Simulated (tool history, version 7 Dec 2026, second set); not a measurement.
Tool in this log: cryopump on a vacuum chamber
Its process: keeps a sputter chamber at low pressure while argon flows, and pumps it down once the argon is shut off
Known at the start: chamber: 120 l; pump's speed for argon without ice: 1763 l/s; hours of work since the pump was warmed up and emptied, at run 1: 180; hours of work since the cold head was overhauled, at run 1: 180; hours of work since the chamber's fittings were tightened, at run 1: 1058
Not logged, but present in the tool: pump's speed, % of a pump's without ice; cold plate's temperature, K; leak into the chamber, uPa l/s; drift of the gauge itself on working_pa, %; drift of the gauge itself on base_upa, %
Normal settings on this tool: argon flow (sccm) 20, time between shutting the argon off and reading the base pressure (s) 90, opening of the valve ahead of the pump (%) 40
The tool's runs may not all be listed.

run   hour  argon flow (sccm)  time between shutting the argon off and reading the base pressure (s)  opening of the valve ahead of the pump (%)  hours of work since the pump was warmed up and emptied  hours of work since the cold head was overhauled  hours of work since the chamber's fittings were tightened  pressure while argon flows (Pa)  pressure after the wait (uPa)
  1      0                 20                                                                     90                                          40                                                     180                                               180                                                       1058                           0.0502                           1.77
  2   56.7                 30                                                                     90                                          40                                                     225                                               225                                                       1102                           0.0759                           1.79
  3     88                 30                                                                     90                                          40                                                     249                                               249                                                       1126                           0.0783                           1.84
  4    148                 20                                                                     90                                          40                                                     296                                               296                                                       1173                           0.0519                           1.98
  5  177.9                 20                                                                     90                                          40                                                     319                                               319                                                       1196                           0.0534                           2.09
     191.4  -- leaking fittings of the chamber tightened, without venting
  6  207.9                 20                                                                     44                                          40                                                     341                                               341                                                         13                           0.0534                           0.81
  7  258.2                 21                                                                     90                                          40                                                     380                                               380                                                         52                           0.0565                            0.6
  8    291                 21                                                                     90                                          40                                                     405                                               405                                                         78                           0.0562                           0.63
  9  325.8                 21                                                                     90                                          55                                                     432                                               432                                                        105                           0.0443                            0.7
 10  362.9                 21                                                                     90                                          55                                                     461                                               461                                                        134                           0.0462                           0.71
 11  425.4                  8                                                                    244                                          40                                                     510                                               510                                                        182                           0.0229                           0.66
 12    455                 15                                                                     84                                          40                                                     533                                               533                                                        205                           0.0439                           0.84
     510.5  -- pump warmed up, emptied and cooled again
 13  515.2                  9                                                                     33                                          30                                                       4                                               576                                                        248                           0.0292                           1.22
 14  564.7                 27                                                                     40                                          15                                                      42                                               615                                                        287                           0.1724                           1.16
 15  616.4                 10                                                                    128                                          36                                                      83                                               655                                                        327                           0.0278                            0.7
 16  643.1                 20                                                                     59                                          40                                                     103                                               676                                                        348                           0.0481                           1.02
 17  696.7                 16                                                                    126                                          40                                                     145                                               717                                                        390                           0.0401                           0.84
 18  755.6                 16                                                                    126                                          40                                                     191                                               763                                                        435                            0.041                           0.92
 19  808.8                 16                                                                    126                                          40                                                     232                                               805                                                        477                           0.0412                           0.98

Forecast each of these 4 alternatives for the next run:
  A  864.1                 34                                                                    126                                          40                                                     275                                               848                                                        520                                ?                              ?
  B  864.1                 16                                                                     69                                          40                                                     275                                               848                                                        520                                ?                              ?
  C  864.1                 27                                                                    126                                          40                                                     275                                               848                                                        520                                ?                              ?
  D  864.1                 18                                                                     90                                          17                                                     275                                               848                                                        520                                ?                              ?

run  pressure while argon flows (Pa)  pressure after the wait (uPa)
  A                           0.0884                           0.99
  B                           0.0415                           1.19
  C                           0.0701                           1.07
  D                           0.1061                           1.09
Without the tool's hidden state the same runs would have given:
run  pressure while argon flows (Pa)  pressure after the wait (uPa)
  A                           0.0816                           0.32
  B                           0.0384                           0.53
  C                           0.0647                           0.39
  D                           0.1025                           0.42
